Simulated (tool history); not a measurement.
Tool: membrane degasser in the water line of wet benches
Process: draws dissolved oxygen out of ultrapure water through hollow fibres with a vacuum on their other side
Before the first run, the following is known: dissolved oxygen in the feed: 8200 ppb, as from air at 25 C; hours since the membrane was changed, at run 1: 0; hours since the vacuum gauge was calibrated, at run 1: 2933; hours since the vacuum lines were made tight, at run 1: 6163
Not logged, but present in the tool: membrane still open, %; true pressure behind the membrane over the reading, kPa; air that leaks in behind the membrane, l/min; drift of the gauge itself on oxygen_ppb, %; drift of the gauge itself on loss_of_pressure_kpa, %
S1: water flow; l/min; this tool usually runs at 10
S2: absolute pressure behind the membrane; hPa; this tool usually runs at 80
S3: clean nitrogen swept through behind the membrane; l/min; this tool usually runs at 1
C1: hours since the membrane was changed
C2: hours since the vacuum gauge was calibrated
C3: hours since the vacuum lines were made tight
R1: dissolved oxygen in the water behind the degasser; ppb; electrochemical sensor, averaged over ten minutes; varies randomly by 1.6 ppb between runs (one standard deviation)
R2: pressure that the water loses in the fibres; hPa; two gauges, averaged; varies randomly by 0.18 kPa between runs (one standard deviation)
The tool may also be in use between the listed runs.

run      day  S1     S2    S3    C1    C2    C3     R1     R2
  1        0  10     80     1     0  2933  6163  170.1  311.7
  2    9.262  10     80     1   222  3155  6385    171  314.1
  3   15.988  10   54.4     1   384  3317  6547  106.5  316.4
  4   22.046  10   54.4     1   529  3462  6692  108.5  314.7
      27.704  -- seals of the vacuum lines changed
  5   29.967  10   54.4     1   717  3650    54  108.2  315.5
  6   38.833  10   54.4     1   930  3863   267  108.8    316
      46.625  -- vacuum gauge calibrated
  7   46.988  10   54.4     1  1125     9   462  103.5  314.1
  8   56.646  10  133.2     1  1357   240   694  286.3  318.5
  9    66.55  10  133.2     1  1595   478   932  294.8  316.7
 10   72.288  10     80     1  1732   616  1069  165.8  318.6
 11   83.612  10     80     1  2004   888  1341  171.8  316.2
 12   93.842  10     80     1  2250  1133  1587  170.1  320.5
 13  104.546  10     80     1  2507  1390  1844  169.5  318.1
 14  115.958  13     80     1  2781  1664  2118  240.4  416.6
 15  128.175  10     80     1  3074  1957  2411  169.4  320.1
 16  133.225  10     80     1  3195  2078  2532  171.9  323.5
 17  144.071   7   57.5   1.6  3455  2339  2792   52.9  224.5
 18  156.362   7   57.5   1.6  3750  2634  3087   55.5  226.8
 19    167.3  10   79.5     1  4013  2896  3350  175.5  325.4
 20  179.233   8     80   1.5  4299  3183  3636  102.8  259.9
 21  190.262  16   87.9  1.86  4564  3447  3901  277.7    522
 22  198.229  16   87.9  1.86  4755  3638  4092  273.7  524.1
 23  203.583  16   87.9  1.86  4883  3767  4221  276.8  524.2
 24  210.238  16   87.9  1.86  5043  3927  4380  276.2  526.6
     215.762  -- vacuum gauge calibrated
 25  218.879  16   87.9  1.86  5250    75  4587  278.1  528.3
 26  227.671  15   89.6  0.79  5461   286  4798  374.8  495.7
 27  237.154  10   89.6   0.9  5689   513  5026    215  333.5
 28  248.212  10   89.6   0.9  5954   779  5291  220.6  330.7
 29  258.683   8   96.2     1  6205  1030  5542  168.5  267.1
 30  267.329  10  152.3  1.82  6413  1238  5750  229.2  334.3
 31    273.5   6   97.3     1  6561  1386  5898  121.2  200.5
 32  280.467  12   62.9     1  6728  1553  6065  191.3  402.4

Describe how what the log doesn't record of the tool's condition differs between the last listed run preceding each entry between runs and the first listed run following it.
Run 4 -> run 5: seals of the vacuum lines changed (day 27.704)
  membrane still open, %: 99.4 -> 99.2; true pressure behind the membrane over the reading, kPa: 0.18 -> 0.19; air that leaks in behind the membrane, l/min: 0.0194 -> 0.0039
  measured minus no-state result, R1: +7.9 -> +6.7 ppb; R2: +1.8 -> +2.5 hPa
Run 6 -> run 7: vacuum gauge calibrated (day 46.625)
  membrane still open, %: 99 -> 98.8; true pressure behind the membrane over the reading, kPa: 0.2 -> 0.03; air that leaks in behind the membrane, l/min: 0.0044 -> 0.0048
  measured minus no-state result, R1: +7.6 -> +4.2 ppb; R2: +3.3 -> +3.9 hPa
Run 24 -> run 25: vacuum gauge calibrated (day 215.762)
  membrane still open, %: 94.6 -> 94.4; true pressure behind the membrane over the reading, kPa: 0.26 -> -0.01; air that leaks in behind the membrane, l/min: 0.0136 -> 0.0141
  measured minus no-state result, R1: +38.6 -> +35.4 ppb; R2: +28.4 -> +29.7 hPa
